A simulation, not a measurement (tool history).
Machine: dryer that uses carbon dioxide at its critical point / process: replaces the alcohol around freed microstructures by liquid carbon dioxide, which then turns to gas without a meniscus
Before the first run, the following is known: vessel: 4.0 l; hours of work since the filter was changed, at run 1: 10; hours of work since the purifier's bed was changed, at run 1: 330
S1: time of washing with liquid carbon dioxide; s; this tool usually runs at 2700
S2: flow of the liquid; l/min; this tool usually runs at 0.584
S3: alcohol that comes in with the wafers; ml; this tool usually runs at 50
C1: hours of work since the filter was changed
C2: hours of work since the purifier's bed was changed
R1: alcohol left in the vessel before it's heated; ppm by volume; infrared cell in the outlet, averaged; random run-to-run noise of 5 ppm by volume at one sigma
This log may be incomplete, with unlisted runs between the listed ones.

| run | day | S1 | S2 | S3 | C1 | C2 | R1 |
|---|---|---|---|---|---|---|---|
| 1 | 0 | 2700 | 0.584 | 50 | 10 | 330 | 58 |
| 2 | 0.479 | 2700 | 0.387 | 50 | 14 | 335 | 222 |
| 3 | 1.25 | 2700 | 0.584 | 50 | 21 | 342 | 65 |
| 4 | 2.146 | 2700 | 0.408 | 50 | 30 | 350 | 183 |
| 5 | 2.567 | 2700 | 0.584 | 50 | 33 | 354 | 71 |
| 6 | 3.533 | 2700 | 0.584 | 50 | 42 | 363 | 63 |
| 7 | 4.3 | 2700 | 0.584 | 50 | 50 | 370 | 71 |
| 8 | 4.838 | 2700 | 0.427 | 50 | 55 | 375 | 163 |
| 9 | 5.758 | 2700 | 0.353 | 50 | 63 | 384 | 300 |
| 10 | 6.65 | 2100 | 0.584 | 50 | 71 | 392 | 138 |
| 11 | 7.588 | 2820 | 0.786 | 50 | 80 | 401 | 54 |
| 12 | 8.217 | 2820 | 0.513 | 61 | 86 | 406 | 89 |
| 13 | 9.004 | 1800 | 0.381 | 116 | 93 | 414 | 1870 |

Results per run with the tool's hidden condition removed, run-to-run variation unchanged:
Hidden conditions of the tool in this case: flow that reaches the vessel past the clogged filter, %; alcohol in the recycled carbon dioxide, ppm; drift of the gauge itself on alcohol_ppm, %.
| run | R1 |
|---|---|
| 1 | 23 |
| 2 | 183 |
| 3 | 29 |
| 4 | 142 |
| 5 | 32 |
| 6 | 24 |
| 7 | 31 |
| 8 | 117 |
| 9 | 246 |
| 10 | 89 |
| 11 | 12 |
| 12 | 41 |
| 13 | 1719 |

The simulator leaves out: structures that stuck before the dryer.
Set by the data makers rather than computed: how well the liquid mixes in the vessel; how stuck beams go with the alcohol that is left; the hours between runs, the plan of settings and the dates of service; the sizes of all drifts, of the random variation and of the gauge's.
